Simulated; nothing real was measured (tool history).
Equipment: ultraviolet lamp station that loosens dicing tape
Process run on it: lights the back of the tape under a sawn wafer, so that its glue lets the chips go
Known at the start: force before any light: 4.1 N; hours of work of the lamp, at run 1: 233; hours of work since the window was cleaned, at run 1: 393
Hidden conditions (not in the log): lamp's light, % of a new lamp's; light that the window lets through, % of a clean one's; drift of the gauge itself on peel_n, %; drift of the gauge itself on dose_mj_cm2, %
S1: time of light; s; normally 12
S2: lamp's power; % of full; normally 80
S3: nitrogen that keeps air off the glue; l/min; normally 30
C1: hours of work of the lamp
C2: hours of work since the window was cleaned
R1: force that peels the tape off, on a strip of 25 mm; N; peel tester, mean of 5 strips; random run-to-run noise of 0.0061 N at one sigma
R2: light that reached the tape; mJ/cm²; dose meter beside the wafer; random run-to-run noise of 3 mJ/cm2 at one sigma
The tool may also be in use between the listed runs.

run   hour  S1  S2  S3   C1   C2     R1   R2
  1    0.0  12  80  30  233  393  0.175  445
  2    9.8  12  80  30  238  399  0.177  447
  3   16.3  12  80  30  242  403  0.181  446
  4   22.8  12  80  30  246  407  0.184  445
  5   32.8  12  80  30  252  412  0.175  444
  6   43.3  12  80  30  258  419  0.174  450
  7   50.4  12  80  30  262  423  0.182  445
  8   56.0  12  80  30  265  426  0.171  449
  9   65.7  12  80  30  271  432  0.176  447
 10   73.4  12  80  30  275  436  0.165  445
 11   79.7  12  80  30  279  440  0.178  444
 12   88.9  12  80  30  284  445  0.171  448
 13   95.0  12  80  30  288  449  0.177  447
 14  104.5  12  80  30  294  454  0.177  448
 15  115.4  12  80  30  300  461  0.173  445
 16  125.5  12  66  28  306  467  0.254  364
 17  132.1  10  80  30  310  470  0.226  373
 18  139.2  10  80  13  314  475  0.394  375
 19  149.8  12  85  16  320  481  0.229  471
 20  158.5  12  80  30  325  486  0.177  445
 21  164.4  12  75  48  329  489  0.175  417
 22  169.4   9  88  46  331  492  0.186  366
 23  175.5  12  98  14  335  496  0.202  545
 24  181.0  12  80  39  338  499  0.159  447
 25  186.5  14  80  39  341  502  0.133  517
 26  192.2   9  77  12  345  506  0.551  319
 27  202.1   9  77  12  351  511  0.532  325

Here are 4 independent what-if runs from the current tool condition. What would each one return?
  A  206.9  12  100   9  353  514   ?   ?
  B  206.9  14   80  30  353  514   ?   ?
  C  206.9  14   72  56  353  514   ?   ?
  D  206.9  18   70  12  353  514   ?   ?

run     R1   R2
  A  0.241  561
  B  0.139  523
  C  0.136  469
  D  0.184  588
What these runs would have given with no unlogged condition in the tool:
run     R1   R2
  A  0.241  562
  B  0.139  524
  C  0.136  469
  D  0.184  589
